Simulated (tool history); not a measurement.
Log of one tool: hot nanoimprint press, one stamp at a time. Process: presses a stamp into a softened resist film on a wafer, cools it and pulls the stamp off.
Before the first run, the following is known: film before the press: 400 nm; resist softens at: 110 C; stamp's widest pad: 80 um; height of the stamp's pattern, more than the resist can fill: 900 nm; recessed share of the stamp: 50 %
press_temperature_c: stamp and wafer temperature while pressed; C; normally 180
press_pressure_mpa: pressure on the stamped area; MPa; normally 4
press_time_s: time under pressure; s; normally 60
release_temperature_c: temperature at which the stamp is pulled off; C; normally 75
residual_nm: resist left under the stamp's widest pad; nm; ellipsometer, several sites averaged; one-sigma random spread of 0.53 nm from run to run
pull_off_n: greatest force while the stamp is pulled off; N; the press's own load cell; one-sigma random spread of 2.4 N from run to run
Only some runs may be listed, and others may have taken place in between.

| run | hour | press_temperature_c | press_pressure_mpa | press_time_s | release_temperature_c | residual_nm | pull_off_n |
|---|---|---|---|---|---|---|---|
| 1 | 0 | 180 | 4 | 60 | 75 | 198.7 | 209 |
| 2 | 9.1 | 180 | 4 | 60 | 75 | 200 | 214 |
| 3 | 15.5 | 180 | 4 | 60 | 75 | 200.1 | 211 |
| 4 | 22.9 | 180 | 4 | 60 | 66 | 201 | 261 |
| 5 | 30.5 | 180 | 4 | 60 | 66 | 199.6 | 266 |
| 6 | 40.2 | 173 | 4 | 60 | 66 | 256.1 | 266 |
| 7 | 48.7 | 173 | 4 | 60 | 66 | 256.3 | 262 |
| 8 | 60.1 | 180 | 3.87 | 91 | 75 | 175 | 213 |

Predict the results of run 9:
| 9 | 69.2 | 174 | 3.44 | 31 | 75 | ? | ? |

residual_nm: 308.1 nm
pull_off_n: 212 N
If the tool had no hidden condition, the same run with the same run-to-run variation would have returned residual_nm 302.4 nm, pull_off_n 192 N.
